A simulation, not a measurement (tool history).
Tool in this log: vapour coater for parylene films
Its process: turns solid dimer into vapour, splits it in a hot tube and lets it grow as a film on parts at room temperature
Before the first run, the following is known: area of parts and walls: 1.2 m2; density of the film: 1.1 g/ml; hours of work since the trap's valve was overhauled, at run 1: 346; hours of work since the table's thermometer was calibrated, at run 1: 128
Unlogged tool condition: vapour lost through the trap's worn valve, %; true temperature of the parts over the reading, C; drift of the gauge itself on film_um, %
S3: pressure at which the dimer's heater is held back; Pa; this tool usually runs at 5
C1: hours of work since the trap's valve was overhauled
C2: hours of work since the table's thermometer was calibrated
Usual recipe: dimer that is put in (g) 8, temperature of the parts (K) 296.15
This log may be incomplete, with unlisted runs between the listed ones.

run 1 hour=0 | dimer_that_is_put_in_(g)=8 temperature_of_the_parts_(K)=296.15 S3=5 | C1=346 C2=128 | thickness_of_the_film_(µm)=3.07
run 2 hour=42 | dimer_that_is_put_in_(g)=8 temperature_of_the_parts_(K)=296.15 S3=5 | C1=370 C2=152 | thickness_of_the_film_(µm)=3.05
run 3 hour=68.8 | dimer_that_is_put_in_(g)=8 temperature_of_the_parts_(K)=296.15 S3=5 | C1=386 C2=168 | thickness_of_the_film_(µm)=3.06
run 4 hour=104.8 | dimer_that_is_put_in_(g)=8 temperature_of_the_parts_(K)=296.15 S3=3.28 | C1=407 C2=189 | thickness_of_the_film_(µm)=3.28
run 5 hour=135.9 | dimer_that_is_put_in_(g)=8 temperature_of_the_parts_(K)=296.15 S3=5 | C1=425 C2=207 | thickness_of_the_film_(µm)=3.01
run 6 hour=164.8 | dimer_that_is_put_in_(g)=8 temperature_of_the_parts_(K)=296.15 S3=5 | C1=442 C2=224 | thickness_of_the_film_(µm)=3.06
-- hour=188.2 trap's valve overhauled
run 7 hour=216 | dimer_that_is_put_in_(g)=8 temperature_of_the_parts_(K)=296.15 S3=5 | C1=16 C2=251 | thickness_of_the_film_(µm)=3.36
run 8 hour=254.8 | dimer_that_is_put_in_(g)=8 temperature_of_the_parts_(K)=296.15 S3=5 | C1=39 C2=274 | thickness_of_the_film_(µm)=3.3
run 9 hour=284.1 | dimer_that_is_put_in_(g)=8 temperature_of_the_parts_(K)=296.15 S3=2.1 | C1=56 C2=291 | thickness_of_the_film_(µm)=3.86
run 10 hour=308 | dimer_that_is_put_in_(g)=8 temperature_of_the_parts_(K)=296.15 S3=2.1 | C1=70 C2=304 | thickness_of_the_film_(µm)=3.87
run 11 hour=345.5 | dimer_that_is_put_in_(g)=8 temperature_of_the_parts_(K)=296.15 S3=5 | C1=91 C2=326 | thickness_of_the_film_(µm)=3.32
run 12 hour=388.5 | dimer_that_is_put_in_(g)=8 temperature_of_the_parts_(K)=296.15 S3=5 | C1=116 C2=351 | thickness_of_the_film_(µm)=3.32
run 13 hour=435.6 | dimer_that_is_put_in_(g)=8 temperature_of_the_parts_(K)=292.15 S3=5 | C1=144 C2=378 | thickness_of_the_film_(µm)=3.55
run 14 hour=462.4 | dimer_that_is_put_in_(g)=6 temperature_of_the_parts_(K)=289.15 S3=8.92 | C1=159 C2=394 | thickness_of_the_film_(µm)=2.55
run 15 hour=509.9 | dimer_that_is_put_in_(g)=7 temperature_of_the_parts_(K)=301.15 S3=5 | C1=187 C2=422 | thickness_of_the_film_(µm)=2.51
run 16 hour=551.3 | dimer_that_is_put_in_(g)=13 temperature_of_the_parts_(K)=294.15 S3=7.9 | C1=211 C2=446 | thickness_of_the_film_(µm)=5.06
run 17 hour=597.1 | dimer_that_is_put_in_(g)=13 temperature_of_the_parts_(K)=290.15 S3=5.77 | C1=237 C2=472 | thickness_of_the_film_(µm)=5.82
run 18 hour=627 | dimer_that_is_put_in_(g)=6 temperature_of_the_parts_(K)=295.15 S3=10.95 | C1=255 C2=490 | thickness_of_the_film_(µm)=2.11
run 19 hour=647 | dimer_that_is_put_in_(g)=6 temperature_of_the_parts_(K)=295.15 S3=10.95 | C1=266 C2=501 | thickness_of_the_film_(µm)=2.07
run 20 hour=678.8 | dimer_that_is_put_in_(g)=3 temperature_of_the_parts_(K)=301.15 S3=5 | C1=285 C2=520 | thickness_of_the_film_(µm)=1.09
run 21 hour=725.2 | dimer_that_is_put_in_(g)=3 temperature_of_the_parts_(K)=294.15 S3=4.51 | C1=312 C2=547 | thickness_of_the_film_(µm)=1.28
run 22 hour=765.9 | dimer_that_is_put_in_(g)=3 temperature_of_the_parts_(K)=294.15 S3=4.51 | C1=335 C2=570 | thickness_of_the_film_(µm)=1.26
run 23 hour=790.9 | dimer_that_is_put_in_(g)=3 temperature_of_the_parts_(K)=294.15 S3=4.51 | C1=350 C2=585 | thickness_of_the_film_(µm)=1.25
run 24 hour=815 | dimer_that_is_put_in_(g)=3 temperature_of_the_parts_(K)=294.15 S3=4.51 | C1=364 C2=599 | thickness_of_the_film_(µm)=1.23

Forecast each of these 5 alternatives for the next run:
run A hour=862.4 | dimer_that_is_put_in_(g)=14 temperature_of_the_parts_(K)=290.15 S3=3.14 | C1=391 C2=626 | thickness_of_the_film_(µm)=?
run B hour=862.4 | dimer_that_is_put_in_(g)=11 temperature_of_the_parts_(K)=292.15 S3=5.31 | C1=391 C2=626 | thickness_of_the_film_(µm)=?
run C hour=862.4 | dimer_that_is_put_in_(g)=11 temperature_of_the_parts_(K)=308.15 S3=9.8 | C1=391 C2=626 | thickness_of_the_film_(µm)=?
run D hour=862.4 | dimer_that_is_put_in_(g)=6 temperature_of_the_parts_(K)=296.15 S3=4.06 | C1=391 C2=626 | thickness_of_the_film_(µm)=?
run E hour=862.4 | dimer_that_is_put_in_(g)=10 temperature_of_the_parts_(K)=291.15 S3=2.56 | C1=391 C2=626 | thickness_of_the_film_(µm)=?

run=A thickness_of_the_film_(µm)=6.72
run=B thickness_of_the_film_(µm)=4.57
run=C thickness_of_the_film_(µm)=2.96
run=D thickness_of_the_film_(µm)=2.44
run=E thickness_of_the_film_(µm)=4.93
Had the tool no hidden state, the same runs would have come out as:
run=A thickness_of_the_film_(µm)=7.35
run=B thickness_of_the_film_(µm)=5
run=C thickness_of_the_film_(µm)=3.23
run=D thickness_of_the_film_(µm)=2.67
run=E thickness_of_the_film_(µm)=5.38
